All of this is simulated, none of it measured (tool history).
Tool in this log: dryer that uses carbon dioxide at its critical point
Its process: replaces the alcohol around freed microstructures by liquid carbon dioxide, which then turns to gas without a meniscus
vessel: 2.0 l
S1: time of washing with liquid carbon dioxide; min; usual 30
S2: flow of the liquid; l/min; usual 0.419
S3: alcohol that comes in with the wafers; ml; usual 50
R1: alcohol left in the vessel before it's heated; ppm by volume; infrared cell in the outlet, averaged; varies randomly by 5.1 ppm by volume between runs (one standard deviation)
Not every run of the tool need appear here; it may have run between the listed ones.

run,hour,S1,S2,S3,R1
1,0,30,0.419,50,307
2,42.6,30,0.419,50,326
# hour 71.6: purifier's bed changed
3,85.6,30,0.419,33,59
4,110.4,24,0.419,50,271
5,152.7,24,0.419,50,287
6,193.6,24,0.419,50,296
7,218.5,30,0.419,88,185
8,278.5,30,0.419,88,199
9,306.8,30,0.419,88,204
10,349.8,30,0.419,88,214
11,410.8,30,0.419,50,145
12,443.8,30,0.419,50,147
13,488.9,30,0.699,50,61
14,523.3,30,0.699,50,66
15,559.4,30,0.419,74,222
16,590.7,39,0.419,74,99
17,642.8,21,0.685,74,164
18,690.3,32,0.685,107,101
19,747,32,0.685,114,100
20,775.2,32,0.685,114,108
21,818.3,24,0.304,41,956
# hour 824.4: inlet filter changed
22,872.2,24,0.304,41,775
23,907.7,37,0.403,31,135
24,951.8,37,0.403,31,131
25,1001.8,37,0.428,36,130

What if the next run were any one of these 3? Each begins from the tool's condition after run 25:
A,1041.3,31,0.473,31,?
B,1041.3,40,0.472,50,?
C,1041.3,34,0.428,31,?

run,R1
A,153
B,132
C,145
The same runs, with their run-to-run variation unchanged, on a tool lacking any hidden condition would have given:
run,R1
A,25
B,5
C,16
